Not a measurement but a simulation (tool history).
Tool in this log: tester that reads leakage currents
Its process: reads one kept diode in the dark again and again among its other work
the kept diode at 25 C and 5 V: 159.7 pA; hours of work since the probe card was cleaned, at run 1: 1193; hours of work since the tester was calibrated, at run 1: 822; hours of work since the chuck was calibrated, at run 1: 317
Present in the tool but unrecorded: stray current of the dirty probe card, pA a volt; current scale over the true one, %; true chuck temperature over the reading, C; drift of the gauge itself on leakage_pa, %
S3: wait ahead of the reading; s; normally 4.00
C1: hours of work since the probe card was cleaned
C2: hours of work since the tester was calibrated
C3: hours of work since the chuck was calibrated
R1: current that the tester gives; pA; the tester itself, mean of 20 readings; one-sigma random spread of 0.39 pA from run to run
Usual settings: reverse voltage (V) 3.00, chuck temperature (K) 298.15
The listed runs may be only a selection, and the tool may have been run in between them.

Run 1, day 0.000: usual settings; C1 1193; C2 822; C3 317. Result: R1 140.23 pA.
Run 2, day 1.733: usual settings; C1 1215; C2 845; C3 339. Result: R1 141.81 pA.
Run 3, day 4.004: usual settings; C1 1244; C2 874; C3 368. Result: R1 142.07 pA.
At day 4.617: probe card cleaned and baked.
Run 4, day 5.371: usual settings; C1 10; C2 889; C3 384. Result: R1 136.91 pA.
Run 5, day 7.125: usual settings; C1 32; C2 912; C3 406. Result: R1 137.63 pA.
Run 6, day 9.062: usual settings; C1 57; C2 937; C3 431. Result: R1 137.23 pA.
Run 7, day 10.808: usual settings; C1 79; C2 959; C3 453. Result: R1 138.68 pA.
Run 8, day 12.408: usual settings but reverse voltage (V) 6.84, chuck temperature (K) 311.15, S3 0.48 s; C1 100; C2 980; C3 474. Result: R1 493.09 pA.
Run 9, day 14.904: usual settings but reverse voltage (V) 7.91, chuck temperature (K) 315.15, S3 0.30 s; C1 132; C2 1011; C3 506. Result: R1 689.49 pA.
Run 10, day 17.121: usual settings but reverse voltage (V) 1.38; C1 160; C2 1040; C3 534. Result: R1 101.13 pA.
Run 11, day 18.704: usual settings but reverse voltage (V) 1.38; C1 180; C2 1060; C3 554. Result: R1 101.65 pA.
Run 12, day 20.512: usual settings but reverse voltage (V) 1.86, chuck temperature (K) 313.15; C1 203; C2 1083; C3 577. Result: R1 331.38 pA.
Run 13, day 22.742: usual settings but reverse voltage (V) 1.31, chuck temperature (K) 332.15; C1 232; C2 1112; C3 606. Result: R1 957.15 pA.
Run 14, day 25.146: usual settings but reverse voltage (V) 3.32, chuck temperature (K) 295.15, S3 1.31 s; C1 263; C2 1142; C3 637. Result: R1 118.89 pA.

Consider 5 possible next runs. They are alternatives, not a sequence: every one starts from the tool as it was left by run 14. What does each give?
At day 26.175: chuck's temperature calibrated.
Run A, day 27.804: usual settings but reverse voltage (V) 13.99, chuck temperature (K) 311.15, S3 1.88 s; C1 295; C2 1175; C3 21. Result: R1 ?.
At day 26.175: chuck's temperature calibrated.
Run B, day 27.804: usual settings but reverse voltage (V) 5.11, chuck temperature (K) 295.15, S3 1.00 s; C1 295; C2 1175; C3 21. Result: R1 ?.
At day 26.175: chuck's temperature calibrated.
Run C, day 27.804: usual settings but chuck temperature (K) 314.15; C1 295; C2 1175; C3 21. Result: R1 ?.
At day 26.175: chuck's temperature calibrated.
Run D, day 27.804: usual settings but reverse voltage (V) 3.32, chuck temperature (K) 308.15, S3 2.60 s; C1 295; C2 1175; C3 21. Result: R1 ?.
At day 26.175: chuck's temperature calibrated.
Run E, day 27.804: usual settings but reverse voltage (V) 5.93, chuck temperature (K) 305.15, S3 0.45 s; C1 295; C2 1175; C3 21. Result: R1 ?.

run      R1
  A  640.89
  B  134.53
  C  412.07
  D  284.24
  E  297.66
With no hidden state in the tool, these same runs would have given:
run      R1
  A  624.22
  B  130.00
  C  403.92
  D  277.99
  E  290.06

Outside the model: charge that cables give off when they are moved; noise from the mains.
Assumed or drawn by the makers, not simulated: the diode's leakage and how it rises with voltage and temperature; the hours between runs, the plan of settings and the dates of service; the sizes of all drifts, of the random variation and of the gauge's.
